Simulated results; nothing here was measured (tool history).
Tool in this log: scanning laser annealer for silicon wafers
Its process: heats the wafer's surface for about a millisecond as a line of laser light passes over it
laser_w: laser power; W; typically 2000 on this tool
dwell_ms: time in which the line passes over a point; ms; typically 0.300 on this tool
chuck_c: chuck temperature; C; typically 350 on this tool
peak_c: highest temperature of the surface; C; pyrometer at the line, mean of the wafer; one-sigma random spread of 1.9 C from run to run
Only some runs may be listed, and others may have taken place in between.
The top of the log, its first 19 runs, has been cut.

Run 20, hour 147.8: usual settings but laser_w 2055 W, dwell_ms 0.339 ms, chuck_c 375 C. Result: peak_c 1191 C.
Run 21, hour 153.7: usual settings but laser_w 2028 W, chuck_c 358 C. Result: peak_c 1113 C.
Run 22, hour 160.7: usual settings but laser_w 2028 W, chuck_c 358 C. Result: peak_c 1111 C.
Run 23, hour 168.9: usual settings but laser_w 1992 W, dwell_ms 0.317 ms, chuck_c 389 C. Result: peak_c 1149 C.
Run 24, hour 174.8: usual settings but laser_w 1992 W, dwell_ms 0.317 ms, chuck_c 389 C. Result: peak_c 1148 C.
Run 25, hour 181.9: usual settings but laser_w 1992 W, dwell_ms 0.317 ms, chuck_c 389 C. Result: peak_c 1148 C.
Run 26, hour 187.1: usual settings but laser_w 1992 W, dwell_ms 0.317 ms, chuck_c 389 C. Result: peak_c 1148 C.
Run 27, hour 196.9: usual settings but laser_w 1992 W, dwell_ms 0.317 ms, chuck_c 389 C. Result: peak_c 1149 C.
Run 28, hour 203.2: usual settings but laser_w 2195 W, dwell_ms 0.232 ms, chuck_c 363 C. Result: peak_c 1078 C.
Run 29, hour 210.3: usual settings but dwell_ms 0.336 ms, chuck_c 337 C. Result: peak_c 1127 C.
Run 30, hour 216.1: usual settings but laser_w 2063 W, dwell_ms 0.366 ms, chuck_c 318 C. Result: peak_c 1171 C.
Run 31, hour 224.6: usual settings but laser_w 2063 W, dwell_ms 0.366 ms, chuck_c 318 C. Result: peak_c 1171 C.

What if the next run were any one of these 5? Each begins from the tool's condition after run 31:
Run A, hour 233.7: usual settings but laser_w 1988 W, dwell_ms 0.366 ms, chuck_c 318 C. Result: peak_c ?.
Run B, hour 233.7: usual settings but laser_w 1816 W, dwell_ms 0.255 ms, chuck_c 377 C. Result: peak_c ?.
Run C, hour 233.7: usual settings but laser_w 2028 W, chuck_c 381 C. Result: peak_c ?.
Run D, hour 233.7: usual settings but laser_w 2158 W. Result: peak_c ?.
Run E, hour 233.7: usual settings but dwell_ms 0.228 ms. Result: peak_c ?.

run  peak_c
  A    1138
  B     984
  C    1135
  D    1158
  E     987
Take away the tool's hidden state, keep each run's random variation, and the runs would have read:
run  peak_c
  A    1178
  B    1014
  C    1172
  D    1197
  E    1018
